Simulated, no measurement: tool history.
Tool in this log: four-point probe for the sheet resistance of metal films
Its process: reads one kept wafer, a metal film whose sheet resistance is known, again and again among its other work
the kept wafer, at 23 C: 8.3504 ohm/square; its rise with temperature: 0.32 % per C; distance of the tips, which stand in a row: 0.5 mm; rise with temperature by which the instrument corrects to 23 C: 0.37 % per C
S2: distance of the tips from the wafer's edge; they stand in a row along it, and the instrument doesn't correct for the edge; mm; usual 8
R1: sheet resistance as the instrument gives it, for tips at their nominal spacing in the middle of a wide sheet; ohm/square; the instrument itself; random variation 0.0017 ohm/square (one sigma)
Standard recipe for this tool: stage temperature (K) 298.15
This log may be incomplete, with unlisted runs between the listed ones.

Run 1, hour 0.0: usual settings. Result: R1 8.358806 ohm/square.
Run 2, hour 13.4: usual settings. Result: R1 8.357791 ohm/square.
Run 3, hour 26.0: usual settings but S2 4 mm. Result: R1 8.410980 ohm/square.
Run 4, hour 37.7: usual settings but S2 4 mm. Result: R1 8.414408 ohm/square.
Run 5, hour 51.6: usual settings but S2 4 mm. Result: R1 8.410309 ohm/square.
Run 6, hour 70.2: usual settings but stage temperature (K) 292.15, S2 4 mm. Result: R1 8.436421 ohm/square.
Run 7, hour 83.1: usual settings. Result: R1 8.359559 ohm/square.
Run 8, hour 100.5: usual settings. Result: R1 8.361093 ohm/square.
Run 9, hour 117.9: usual settings. Result: R1 8.359262 ohm/square.
Run 10, hour 126.2: usual settings. Result: R1 8.357559 ohm/square.
Run 11, hour 144.9: usual settings. Result: R1 8.359436 ohm/square.
Run 12, hour 163.2: usual settings but stage temperature (K) 295.15. Result: R1 8.372601 ohm/square.
Run 13, hour 174.2: usual settings. Result: R1 8.360459 ohm/square.
Run 14, hour 185.1: usual settings. Result: R1 8.360910 ohm/square.
Run 15, hour 203.9: usual settings. Result: R1 8.362810 ohm/square.
Run 16, hour 219.9: usual settings. Result: R1 8.359345 ohm/square.
Run 17, hour 234.2: usual settings. Result: R1 8.358922 ohm/square.
Run 18, hour 250.0: usual settings. Result: R1 8.361201 ohm/square.
Run 19, hour 257.6: usual settings. Result: R1 8.358638 ohm/square.
Run 20, hour 274.5: usual settings but stage temperature (K) 308.15. Result: R1 8.322515 ohm/square.
Run 21, hour 292.4: usual settings but stage temperature (K) 308.15. Result: R1 8.328014 ohm/square.
Run 22, hour 310.6: usual settings but stage temperature (K) 292.15, S2 4 mm. Result: R1 8.433284 ohm/square.
Run 23, hour 322.4: usual settings but stage temperature (K) 292.15, S2 4 mm. Result: R1 8.434734 ohm/square.

The next listed run, before its measurement:
Run 24, hour 339.7: usual settings but stage temperature (K) 292.15, S2 4 mm. Result: R1 ?.

Run 24 measured R1 8.439408 ohm/square.
With no hidden state in the tool, this same run would have given R1 8.439377 ohm/square.
